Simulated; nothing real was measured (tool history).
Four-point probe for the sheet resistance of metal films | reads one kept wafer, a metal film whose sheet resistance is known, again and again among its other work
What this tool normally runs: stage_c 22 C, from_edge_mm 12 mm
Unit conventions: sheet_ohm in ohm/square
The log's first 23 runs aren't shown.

run,hour,stage_c,from_edge_mm,sheet_ohm
24,693.9,31,12,0.566413
25,721.9,31,12,0.566380
26,754.3,34,48,0.563094
27,793.7,34,74,0.563116
28,812.8,19,49,0.564118
29,837.5,33,7,0.572773
30,877.1,24,11,0.567734
31,895.4,35,12,0.566415
32,934.0,35,12,0.566542
33,962.5,34,50,0.563538
34,1001.7,34,50,0.563435
35,1030.6,25,24,0.564955
36,1069.2,22,26,0.565009
37,1092.0,22,26,0.564910
38,1127.4,22,15,0.566438
39,1146.9,26,15,0.566253
40,1180.8,26,15,0.566137
41,1204.9,29,6,0.577261
42,1230.3,29,55,0.564110
43,1266.0,22,38,0.564751
44,1299.0,34,9,0.569866
45,1328.9,23,21,0.565667

Forecast each of these 4 alternatives for the next run:
A,1362.4,27,35,?
B,1362.4,25,47,?
C,1362.4,21,43,?
D,1362.4,23,5,?

run,sheet_ohm
A,0.564604
B,0.564712
C,0.564942
D,0.583579
Stripped of hidden state, with their random variation kept, the same runs would have yielded:
run,sheet_ohm
A,0.559096
B,0.559198
C,0.559418
D,0.577891
